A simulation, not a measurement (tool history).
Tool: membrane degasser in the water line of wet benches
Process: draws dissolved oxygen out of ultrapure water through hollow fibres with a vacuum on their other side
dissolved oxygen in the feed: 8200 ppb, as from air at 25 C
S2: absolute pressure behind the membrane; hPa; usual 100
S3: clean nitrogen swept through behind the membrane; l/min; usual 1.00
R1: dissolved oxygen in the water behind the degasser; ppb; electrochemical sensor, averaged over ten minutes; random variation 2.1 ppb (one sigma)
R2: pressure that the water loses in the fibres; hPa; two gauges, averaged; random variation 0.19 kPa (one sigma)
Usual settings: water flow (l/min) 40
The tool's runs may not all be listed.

Run 1, day 0.000: usual settings. Result: R1 534.4 ppb, R2 492.9 hPa.
Run 2, day 4.883: usual settings. Result: R1 536.8 ppb, R2 495.7 hPa.
Run 3, day 7.525: usual settings. Result: R1 534.4 ppb, R2 497.0 hPa.
Run 4, day 10.492: usual settings. Result: R1 537.7 ppb, R2 496.5 hPa.
Run 5, day 13.758: usual settings. Result: R1 535.3 ppb, R2 491.4 hPa.
Run 6, day 19.033: usual settings. Result: R1 537.6 ppb, R2 493.8 hPa.
Run 7, day 22.012: usual settings. Result: R1 541.3 ppb, R2 494.9 hPa.
Run 8, day 27.504: usual settings. Result: R1 541.7 ppb, R2 495.6 hPa.
Run 9, day 33.067: usual settings. Result: R1 539.6 ppb, R2 496.9 hPa.
Run 10, day 35.654: usual settings. Result: R1 538.9 ppb, R2 499.8 hPa.
Run 11, day 40.646: usual settings but water flow (l/min) 34, S2 117 hPa. Result: R1 580.9 ppb, R2 425.6 hPa.
Run 12, day 45.308: usual settings but water flow (l/min) 29, S2 220 hPa, S3 1.52 l/min. Result: R1 753.6 ppb, R2 361.0 hPa.
Run 13, day 48.954: usual settings but water flow (l/min) 49, S2 90 hPa, S3 1.52 l/min. Result: R1 398.2 ppb, R2 610.7 hPa.
Run 14, day 51.512: usual settings but water flow (l/min) 37, S2 136 hPa, S3 1.16 l/min. Result: R1 669.3 ppb, R2 460.5 hPa.

Run 15 comes next. What will it give?
Run 15, day 56.479: usual settings but water flow (l/min) 37, S2 136 hPa, S3 1.16 l/min. Result: R1 ?, R2 ?.

{"run 15": {"R1": 668.3, "R2": 461.1}}
Without the tool's hidden state the same run would have given R1 650.4 ppb, R2 455.5 hPa.
